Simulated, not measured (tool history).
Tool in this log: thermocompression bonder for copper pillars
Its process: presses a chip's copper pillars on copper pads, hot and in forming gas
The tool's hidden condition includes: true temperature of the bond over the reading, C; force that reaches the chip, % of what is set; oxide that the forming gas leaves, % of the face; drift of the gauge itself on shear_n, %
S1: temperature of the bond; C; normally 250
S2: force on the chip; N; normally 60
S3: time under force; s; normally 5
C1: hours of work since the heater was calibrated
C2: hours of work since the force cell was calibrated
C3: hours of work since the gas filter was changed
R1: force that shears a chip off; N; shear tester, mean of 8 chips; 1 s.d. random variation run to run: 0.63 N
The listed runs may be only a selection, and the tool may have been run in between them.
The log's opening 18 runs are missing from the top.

run    hour   S1  S2  S3    C1   C2   C3     R1
 19   648.4  243  69   3  1454  196   60     72
 20     679  244  60   4  1475  216   80   75.6
 21   700.2  238  43   6  1489  230   95   68.7
 22     724  223  60   5  1505  246  110   64.4
 23   771.5  242  37   5  1536  278  142   63.1
 24   820.8  242  73   6  1569  311  175   87.8
      836.7  -- forming gas filter changed
 25   870.6  228  43   4  1602  343   23   53.5
 26   893.8  255  60   4  1617  359   38   83.4
 27   917.5  252  60  10  1633  375   54   98.8
      925.8  -- heater calibrated with a thermocouple chip
 28   963.6  235  76   5    25  404   83   80.1
 29     985  230  76   5    39  418   97   75.4
 30    1036  277  60   5    73  452  131   98.1
 31  1071.3  274  71   6    97  476  155  105.2
 32  1107.5  257  60   4   121  500  179   82.3
     1118.5  -- forming gas filter changed
 33  1129.6  230  90   4   135  514    7   77.4

Below are 5 alternative next runs, each starting from the tool's condition after run 33. Predict each:
  A  1156.2  266  53   9  153  532  25   ?
  B  1156.2  278  39   7  153  532  25   ?
  C  1156.2  254  74   7  153  532  25   ?
  D  1156.2  226  60   5  153  532  25   ?
  E  1156.2  221  41  12  153  532  25   ?

run     R1
  A  100.9
  B   94.1
  C   98.5
  D   66.1
  E     70
The same runs, with their run-to-run variation unchanged, on a tool lacking any hidden condition would have given:
run     R1
  A  100.8
  B   94.1
  C   98.5
  D   66.1
  E     70
